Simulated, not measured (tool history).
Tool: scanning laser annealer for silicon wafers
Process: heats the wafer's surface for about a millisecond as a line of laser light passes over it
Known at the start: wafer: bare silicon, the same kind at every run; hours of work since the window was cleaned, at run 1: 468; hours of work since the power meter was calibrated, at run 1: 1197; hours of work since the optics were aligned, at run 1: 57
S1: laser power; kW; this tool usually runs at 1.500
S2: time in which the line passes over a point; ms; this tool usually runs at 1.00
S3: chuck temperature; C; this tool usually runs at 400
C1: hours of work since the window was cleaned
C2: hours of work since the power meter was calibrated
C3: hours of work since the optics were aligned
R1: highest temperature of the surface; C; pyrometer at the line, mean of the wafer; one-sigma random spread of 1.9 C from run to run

Run 1, hour 0.0: usual settings; C1 468; C2 1197; C3 57. Result: R1 1175 C.
Run 2, hour 29.9: usual settings; C1 483; C2 1213; C3 72. Result: R1 1173 C.
Run 3, hour 69.8: usual settings; C1 503; C2 1233; C3 92. Result: R1 1168 C.
Run 4, hour 118.8: usual settings; C1 528; C2 1258; C3 117. Result: R1 1169 C.
Run 5, hour 175.3: usual settings; C1 557; C2 1287; C3 146. Result: R1 1170 C.
Run 6, hour 201.1: usual settings; C1 570; C2 1300; C3 159. Result: R1 1170 C.
Run 7, hour 242.6: usual settings; C1 591; C2 1321; C3 180. Result: R1 1164 C.
Run 8, hour 276.3: usual settings; C1 608; C2 1338; C3 197. Result: R1 1167 C.
Run 9, hour 332.5: usual settings; C1 637; C2 1367; C3 226. Result: R1 1161 C.
Run 10, hour 366.6: usual settings; C1 654; C2 1384; C3 243. Result: R1 1166 C.
Run 11, hour 424.1: usual settings; C1 683; C2 1413; C3 273. Result: R1 1162 C.
Run 12, hour 473.8: usual settings; C1 709; C2 1438; C3 298. Result: R1 1161 C.
Run 13, hour 528.2: usual settings but S3 425 C; C1 736; C2 1466; C3 326. Result: R1 1188 C.
Run 14, hour 575.3: usual settings but S3 425 C; C1 760; C2 1490; C3 349. Result: R1 1184 C.
Run 15, hour 607.1: usual settings but S3 425 C; C1 776; C2 1506; C3 366. Result: R1 1182 C.
Run 16, hour 641.5: usual settings but S2 0.83 ms; C1 794; C2 1524; C3 383. Result: R1 1087 C.
Run 17, hour 672.2: usual settings but S3 386 C; C1 809; C2 1539; C3 399. Result: R1 1140 C.
Run 18, hour 714.5: usual settings but S3 386 C; C1 831; C2 1561; C3 420. Result: R1 1143 C.
Run 19, hour 740.2: usual settings but S2 0.72 ms; C1 844; C2 1574; C3 433. Result: R1 1032 C.
Run 20, hour 766.3: usual settings but S2 0.72 ms; C1 857; C2 1587; C3 447. Result: R1 1034 C.
Run 21, hour 811.3: usual settings but S2 0.72 ms; C1 880; C2 1610; C3 469. Result: R1 1030 C.
Run 22, hour 867.8: usual settings but S1 1.607 kW, S2 1.24 ms; C1 909; C2 1639; C3 498. Result: R1 1305 C.
Run 23, hour 909.4: usual settings but S1 1.607 kW, S2 1.24 ms; C1 930; C2 1660; C3 519. Result: R1 1304 C.
At hour 954.3: window over the wafer cleaned.
Run 24, hour 968.1: usual settings but S1 1.616 kW, S2 0.91 ms, S3 424 C; C1 7; C2 1689; C3 548. Result: R1 1224 C.
Run 25, hour 1010.9: usual settings but S1 1.616 kW, S2 0.91 ms, S3 424 C; C1 29; C2 1710; C3 570. Result: R1 1223 C.
Run 26, hour 1067.9: usual settings but S1 1.383 kW, S2 1.22 ms; C1 58; C2 1739; C3 599. Result: R1 1201 C.
Run 27, hour 1094.7: usual settings but S1 1.300 kW, S2 0.88 ms, S3 367 C; C1 71; C2 1753; C3 613. Result: R1 997 C.
Run 28, hour 1124.4: usual settings but S1 1.286 kW, S2 0.76 ms, S3 404 C; C1 86; C2 1768; C3 628. Result: R1 983 C.
Run 29, hour 1173.1: usual settings but S1 1.336 kW, S2 0.74 ms, S3 392 C; C1 111; C2 1793; C3 652. Result: R1 982 C.
Run 30, hour 1223.3: usual settings but S1 1.336 kW, S3 438 C; C1 137; C2 1818; C3 678. Result: R1 1130 C.
Run 31, hour 1277.7: usual settings but S1 1.528 kW, S2 1.24 ms; C1 164; C2 1846; C3 706. Result: R1 1283 C.
Run 32, hour 1306.3: usual settings but S1 1.462 kW, S3 437 C; C1 179; C2 1861; C3 720. Result: R1 1190 C.
Run 33, hour 1344.5: usual settings but S1 1.349 kW, S2 1.17 ms; C1 198; C2 1880; C3 740. Result: R1 1154 C.
Run 34, hour 1401.1: usual settings but S1 1.349 kW, S2 1.17 ms; C1 227; C2 1909; C3 768. Result: R1 1154 C.
Run 35, hour 1425.1: usual settings but S1 1.349 kW, S2 1.17 ms; C1 239; C2 1921; C3 781. Result: R1 1154 C.
Run 36, hour 1467.5: usual settings but S1 1.349 kW, S2 1.17 ms; C1 261; C2 1943; C3 802. Result: R1 1155 C.
Run 37, hour 1507.2: usual settings but S1 1.349 kW, S2 1.17 ms; C1 281; C2 1963; C3 822. Result: R1 1152 C.
At hour 1553.9: optics aligned, line set to its width.
Run 38, hour 1563.8: usual settings but S1 1.326 kW, S3 375 C; C1 307; C2 1989; C3 5. Result: R1 1061 C.
Run 39, hour 1596.7: usual settings but S1 1.326 kW, S3 375 C; C1 324; C2 2006; C3 22. Result: R1 1060 C.
Run 40, hour 1652.1: usual settings but S1 1.646 kW, S2 0.72 ms, S3 375 C; C1 352; C2 2034; C3 50. Result: R1 1083 C.
Run 41, hour 1695.7: usual settings but S1 1.646 kW, S2 0.72 ms, S3 375 C; C1 374; C2 2056; C3 72. Result: R1 1084 C.

Measured result minus the same run's result without the hidden state. Both carry the same run-to-run variation, though not necessarily the same gauge scatter:
Hidden state present: light that passes the window, % of a clean one's; laser's true power over the reading, %; width of the line over the set one, %; drift of the gauge itself on peak_c, C.
run   R1
  1  -29
  2  -30
  3  -31
  4  -33
  5  -34
  6  -34
  7  -36
  8  -37
  9  -38
 10  -39
 11  -40
 12  -42
 13  -43
 14  -44
 15  -45
 16  -42
 17  -47
 18  -49
 19  -41
 20  -41
 21  -42
 22  -62
 23  -64
 24  -22
 25  -23
 26  -26
 27  -20
 28  -19
 29  -20
 30  -26
 31  -34
 32  -30
 33  -31
 34  -33
 35  -33
 36  -34
 37  -35
 38  -25
 39  -27
 40  -29
 41  -30
